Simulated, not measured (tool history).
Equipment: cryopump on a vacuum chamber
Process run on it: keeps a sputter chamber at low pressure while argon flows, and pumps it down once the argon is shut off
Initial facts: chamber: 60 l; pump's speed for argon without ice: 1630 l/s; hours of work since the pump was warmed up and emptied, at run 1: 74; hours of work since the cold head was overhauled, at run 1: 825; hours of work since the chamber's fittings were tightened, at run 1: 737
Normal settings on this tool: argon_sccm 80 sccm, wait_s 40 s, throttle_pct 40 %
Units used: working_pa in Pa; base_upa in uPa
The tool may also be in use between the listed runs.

run     day  argon_sccm  wait_s  throttle_pct  hours of work since the pump was warmed up and emptied  hours of work since the cold head was overhauled  hours of work since the chamber's fittings were tightened  working_pa  base_upa
  1   0.000          80      40            40                                                      74                                               825                                                        737      0.2092      2.13
  2   1.179          80      40            40                                                      94                                               845                                                        756      0.2109      2.14
  3   2.892          80      40            57                                                     122                                               873                                                        784      0.1500      2.18
  4   4.692          80      40            57                                                     151                                               903                                                        814      0.1512      2.20
  5   5.746          80      40            57                                                     169                                               920                                                        831      0.1510      2.23
  6   6.767          80      40            57                                                     185                                               937                                                        848      0.1507      2.29
  7   8.662          80      40            57                                                     217                                               968                                                        879      0.1522      2.27
  8   9.788          80      40            57                                                     235                                               986                                                        898      0.1528      2.36
  9  11.262          80     136            40                                                     259                                              1011                                                        922      0.2164      1.39
 10  13.079          80     136            40                                                     289                                              1040                                                        952      0.2180      1.36
 11  14.958          80     283            22                                                     320                                              1071                                                        983      0.3860      1.25
 12  16.567          80     218            29                                                     347                                              1098                                                       1009      0.3001      1.30
 13  18.275         100      40            28                                                     375                                              1126                                                       1037      0.3841      2.50
 14  19.692         111      23            33                                                     398                                              1149                                                       1060      0.3665      3.61

Expected results for the next run?
 15  20.596         111     195            33                                                     413                                              1164                                                       1075           ?         ?

{"run 15": {"working_pa": 0.3664, "base_upa": 1.44}}
Without the tool's hidden state the same run would have given working_pa 0.3474 Pa, base_upa 0.47 uPa.
